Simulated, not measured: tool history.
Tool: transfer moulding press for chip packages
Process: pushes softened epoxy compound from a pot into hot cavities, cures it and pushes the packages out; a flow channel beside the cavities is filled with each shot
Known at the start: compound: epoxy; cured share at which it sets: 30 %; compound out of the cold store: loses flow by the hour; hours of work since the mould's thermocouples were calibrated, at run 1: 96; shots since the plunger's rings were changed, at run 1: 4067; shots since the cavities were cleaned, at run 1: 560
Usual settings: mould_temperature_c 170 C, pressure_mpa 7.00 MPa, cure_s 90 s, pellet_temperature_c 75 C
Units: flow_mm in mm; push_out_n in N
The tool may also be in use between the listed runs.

| run | hour | mould_temperature_c | pressure_mpa | cure_s | pellet_temperature_c | hours of work since the mould's thermocouples were calibrated | shots since the plunger's rings were changed | shots since the cavities were cleaned | incoming compound's hours out of the cold store | flow_mm | push_out_n |
|---|---|---|---|---|---|---|---|---|---|---|---|
| 1 | 0.0 | 170 | 7.00 | 90 | 75 | 96 | 4067 | 560 | 29.6 | 468 | 863 |
| 2 | 13.7 | 170 | 7.00 | 90 | 75 | 103 | 4192 | 685 | 44.3 | 436 | 880 |
|  | 24.9 | cavities cleaned with cleaning compound and waxed |
| 3 | 29.2 | 170 | 7.00 | 90 | 75 | 109 | 4321 | 40 | 29.8 | 472 | 583 |
| 4 | 49.2 | 170 | 7.00 | 90 | 75 | 118 | 4504 | 223 | 9.2 | 512 | 717 |
| 5 | 75.2 | 170 | 7.00 | 90 | 75 | 130 | 4742 | 461 | 36.1 | 447 | 806 |
| 6 | 90.9 | 170 | 7.00 | 90 | 75 | 138 | 4887 | 606 | 18.0 | 488 | 896 |
|  | 109.5 | cavities cleaned with cleaning compound and waxed |
| 7 | 116.3 | 170 | 7.00 | 90 | 75 | 149 | 5106 | 63 | 17.8 | 491 | 629 |
| 8 | 131.7 | 170 | 7.00 | 90 | 75 | 156 | 5246 | 203 | 44.8 | 438 | 643 |
| 9 | 152.4 | 170 | 7.00 | 113 | 75 | 165 | 5436 | 393 | 14.4 | 493 | 594 |
| 10 | 170.9 | 170 | 7.00 | 113 | 75 | 174 | 5607 | 564 | 18.4 | 479 | 607 |
|  | 175.5 | mould's thermocouples calibrated |
| 11 | 187.7 | 170 | 7.00 | 109 | 68 | 6 | 5742 | 699 | 17.1 | 491 | 696 |
|  | 196.4 | cavities cleaned with cleaning compound and waxed |
| 12 | 209.7 | 174 | 7.35 | 90 | 75 | 15 | 5930 | 122 | 38.3 | 449 | 516 |
| 13 | 236.3 | 170 | 7.00 | 90 | 69 | 27 | 6174 | 366 | 18.1 | 473 | 812 |
| 14 | 258.4 | 170 | 7.00 | 90 | 69 | 38 | 6376 | 568 | 35.8 | 439 | 826 |
|  | 280.9 | cavities cleaned with cleaning compound and waxed |
| 15 | 284.0 | 166 | 8.74 | 116 | 82 | 49 | 6597 | 28 | 37.1 | 497 | 454 |
| 16 | 302.3 | 173 | 7.09 | 75 | 82 | 57 | 6765 | 196 | 41.5 | 436 | 802 |
| 17 | 316.5 | 170 | 7.00 | 120 | 75 | 64 | 6895 | 326 | 47.0 | 424 | 528 |

5 ways to go on from here, each from the tool as it stands after run 17. What would each give?
|  | 321.5 | plunger's sealing rings changed |
|  | 338.6 | mould's thermocouples calibrated, once more |
| A | 348.3 | 170 | 8.61 | 120 | 75 | 4 | 227 | 576 | 47.7 | ? | ? |
|  | 321.5 | plunger's sealing rings changed |
|  | 338.6 | mould's thermocouples calibrated, once more |
| B | 348.3 | 165 | 7.00 | 73 | 76 | 4 | 227 | 576 | 21.8 | ? | ? |
|  | 321.5 | plunger's sealing rings changed |
|  | 338.6 | mould's thermocouples calibrated, once more |
| C | 348.3 | 170 | 7.00 | 90 | 76 | 4 | 227 | 576 | 29.9 | ? | ? |
|  | 321.5 | plunger's sealing rings changed |
|  | 338.6 | mould's thermocouples calibrated, once more |
| D | 348.3 | 178 | 7.00 | 110 | 75 | 4 | 227 | 576 | 11.4 | ? | ? |
|  | 321.5 | plunger's sealing rings changed |
|  | 338.6 | mould's thermocouples calibrated, once more |
| E | 348.3 | 170 | 6.73 | 120 | 75 | 4 | 227 | 576 | 36.7 | ? | ? |

| run | flow_mm | push_out_n |
|---|---|---|
| A | 512 | 592 |
| B | 528 | 2089 |
| C | 498 | 851 |
| D | 529 | 621 |
| E | 468 | 641 |
Without the tool's hidden state the same runs would have given:
| run | flow_mm | push_out_n |
|---|---|---|
| A | 515 | 389 |
| B | 531 | 1363 |
| C | 501 | 555 |
| D | 532 | 406 |
| E | 471 | 421 |

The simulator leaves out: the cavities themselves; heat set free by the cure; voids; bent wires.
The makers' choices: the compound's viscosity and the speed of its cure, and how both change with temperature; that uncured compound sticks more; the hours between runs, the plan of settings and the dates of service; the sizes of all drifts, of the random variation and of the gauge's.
